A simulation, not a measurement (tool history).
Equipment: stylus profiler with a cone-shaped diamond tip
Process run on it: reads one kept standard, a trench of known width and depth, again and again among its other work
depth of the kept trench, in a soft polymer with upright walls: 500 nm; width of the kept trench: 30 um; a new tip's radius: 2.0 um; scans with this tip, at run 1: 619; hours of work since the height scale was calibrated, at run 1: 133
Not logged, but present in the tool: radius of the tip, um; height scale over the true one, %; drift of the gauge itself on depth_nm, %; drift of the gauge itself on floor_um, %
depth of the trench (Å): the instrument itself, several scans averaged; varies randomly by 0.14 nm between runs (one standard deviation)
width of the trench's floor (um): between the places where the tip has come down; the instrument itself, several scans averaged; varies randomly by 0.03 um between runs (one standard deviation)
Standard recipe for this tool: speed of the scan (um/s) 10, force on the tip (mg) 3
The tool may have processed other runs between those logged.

run	day	speed of the scan (um/s)	force on the tip (mg)	scans with this tip	hours of work since the height scale was calibrated	depth of the trench (Å)	width of the trench's floor (um)
1	0	10	3	619	133	5066.6	27.3
2	4.496	10	6.11	849	182	5111.6	27.31
3	9.804	10	6.11	1120	240	5111.4	27.35
4	12.162	14	3	1241	266	5070.1	27.27
5	14.583	14	3	1365	293	5067.5	27.27
6	19.188	14	3	1600	343	5069.2	27.28
7	22.475	10	3	1768	379	5067.4	27.28
8	26.158	10	1.16	1956	420	5036.1	27.26
9	30.629	10	1.16	2184	469	5038.1	27.28
10	33.875	10	4.15	2350	504	5087.9	27.31
11	37.546	4	3	2538	544	5068	27.3
12	41.862	10	3	2758	592	5069	27.3
13	44.392	10	3	2888	620	5069.7	27.33
14	49.35	10	3	3141	674	5070	27.3

What does the tool deliver on the next run?
15	51.979	10	4.81	3276	703	?	?

depth of the trench (Å): 5092.3
width of the trench's floor (um): 27.3
If the tool had no hidden condition, the same run with the same run-to-run variation would have returned depth of the trench (Å) 5092.3, width of the trench's floor (um) 27.31.
